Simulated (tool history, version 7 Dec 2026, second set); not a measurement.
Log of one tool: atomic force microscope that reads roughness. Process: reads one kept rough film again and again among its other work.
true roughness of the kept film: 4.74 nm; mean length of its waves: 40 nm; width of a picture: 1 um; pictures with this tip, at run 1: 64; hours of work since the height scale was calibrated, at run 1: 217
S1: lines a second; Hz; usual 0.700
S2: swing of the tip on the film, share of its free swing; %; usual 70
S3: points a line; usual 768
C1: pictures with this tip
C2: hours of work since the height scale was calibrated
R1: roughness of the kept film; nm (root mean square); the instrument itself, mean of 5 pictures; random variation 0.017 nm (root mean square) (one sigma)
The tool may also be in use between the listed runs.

Run 1, hour 0.0: usual settings; C1 64; C2 217. Result: R1 3.858 nm (root mean square).
Run 2, hour 9.3: usual settings but S2 64 %; C1 73; C2 222. Result: R1 3.861 nm (root mean square).
Run 3, hour 21.7: usual settings but S2 64 %; C1 85; C2 229. Result: R1 3.805 nm (root mean square).
Run 4, hour 31.6: usual settings but S2 64 %; C1 95; C2 234. Result: R1 3.775 nm (root mean square).
Run 5, hour 40.0: usual settings but S2 81 %; C1 104; C2 238. Result: R1 3.622 nm (root mean square).
Run 6, hour 52.4: usual settings but S2 81 %; C1 116; C2 245. Result: R1 3.572 nm (root mean square).
Run 7, hour 63.0: usual settings but S2 81 %, S3 260; C1 126; C2 250. Result: R1 3.512 nm (root mean square).
Run 8, hour 70.0: usual settings but S2 81 %, S3 260; C1 133; C2 254. Result: R1 3.492 nm (root mean square).
Run 9, hour 76.2: usual settings but S2 78 %, S3 754; C1 140; C2 257. Result: R1 3.553 nm (root mean square).
Run 10, hour 86.3: usual settings but S1 1.238 Hz, S2 60 %, S3 281; C1 150; C2 262. Result: R1 3.569 nm (root mean square).
Run 11, hour 92.8: usual settings but S1 1.238 Hz, S2 60 %, S3 281; C1 156; C2 266. Result: R1 3.509 nm (root mean square).
Run 12, hour 101.2: usual settings but S1 2.291 Hz, S2 68 %; C1 164; C2 270. Result: R1 3.297 nm (root mean square).
Run 13, hour 110.3: usual settings but S1 2.291 Hz, S2 68 %; C1 173; C2 275. Result: R1 3.289 nm (root mean square).
At hour 118.4: new tip fitted.
Run 14, hour 123.4: usual settings but S1 2.291 Hz, S2 68 %; C1 5; C2 281. Result: R1 3.858 nm (root mean square).
Run 15, hour 131.0: usual settings but S1 0.930 Hz, S2 78 %, S3 317; C1 12; C2 285. Result: R1 3.903 nm (root mean square).

The same runs without the tool's hidden state, with the same run-to-run variation:
The hidden state here: radius of the tip, nm; height scale over the true one, %; drift of the gauge itself on roughness_nm, %.
run     R1
  1  4.121
  2  4.159
  3  4.145
  4  4.151
  5  4.019
  6  4.011
  7  3.983
  8  3.988
  9  4.082
 10  4.139
 11  4.095
 12  3.872
 13  3.895
 14  3.900
 15  3.975
